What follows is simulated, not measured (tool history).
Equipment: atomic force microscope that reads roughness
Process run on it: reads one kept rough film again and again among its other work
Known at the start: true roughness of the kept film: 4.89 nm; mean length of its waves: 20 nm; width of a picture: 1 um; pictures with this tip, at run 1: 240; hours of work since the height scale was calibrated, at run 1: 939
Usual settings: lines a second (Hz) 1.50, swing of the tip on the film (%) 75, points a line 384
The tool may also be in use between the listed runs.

run   hour  lines a second (Hz)  swing of the tip on the film (%)  points a line  pictures with this tip  hours of work since the height scale was calibrated  roughness of the kept film (nm (root mean square))
  1    0.0                 1.50                                75            384                     240                                                  939                                               1.488
      23.7  -- new tip fitted
  2   52.0                 1.50                                75            679                      67                                                  976                                               2.356
  3   90.7                 1.50                                75            679                     160                                                 1004                                               1.831
  4  144.2                 1.50                                75            679                     289                                                 1042                                               1.424
     148.0  -- new tip fitted
     149.0  -- height scale calibrated on a step standard
  5  197.0                 1.50                                75            439                     116                                                   34                                               2.008
  6  220.6                 1.50                                75            384                     172                                                   51                                               1.736
     231.1  -- height scale calibrated on a step standard, once more
     273.1  -- new tip fitted
  7  273.1                 3.06                                69            414                       0                                                   30                                               2.841
  8  304.6                 2.99                                67            398                      75                                                   52                                               2.303
  9  339.0                 1.50                                66            384                     158                                                   77                                               1.944
 10  362.6                 1.94                                61            555                     214                                                   94                                               1.750
     397.0  -- new tip fitted
 11  402.0                 3.55                                72            384                      12                                                  122                                               2.507
 12  449.9                 3.55                                72            384                     127                                                  156                                               1.815

5 options for the next run, each taken on its own from the tool as it stands now. Forecast them:
  A  473.2                 1.45                                74            384                     182                                                  173                                                   ?
  B  473.2                 1.09                                67            882                     182                                                  173                                                   ?
  C  473.2                 0.54                                71            375                     182                                                  173                                                   ?
  D  473.2                 3.15                                75            312                     182                                                  173                                                   ?
  E  473.2                 2.93                                75            384                     182                                                  173                                                   ?

run  roughness of the kept film (nm (root mean square))
  A                                               1.732
  B                                               1.834
  C                                               1.845
  D                                               1.558
  E                                               1.595
What these runs would have given with no unlogged condition in the tool:
run  roughness of the kept film (nm (root mean square))
  A                                               2.976
  B                                               3.146
  C                                               3.161
  D                                               2.666
  E                                               2.733

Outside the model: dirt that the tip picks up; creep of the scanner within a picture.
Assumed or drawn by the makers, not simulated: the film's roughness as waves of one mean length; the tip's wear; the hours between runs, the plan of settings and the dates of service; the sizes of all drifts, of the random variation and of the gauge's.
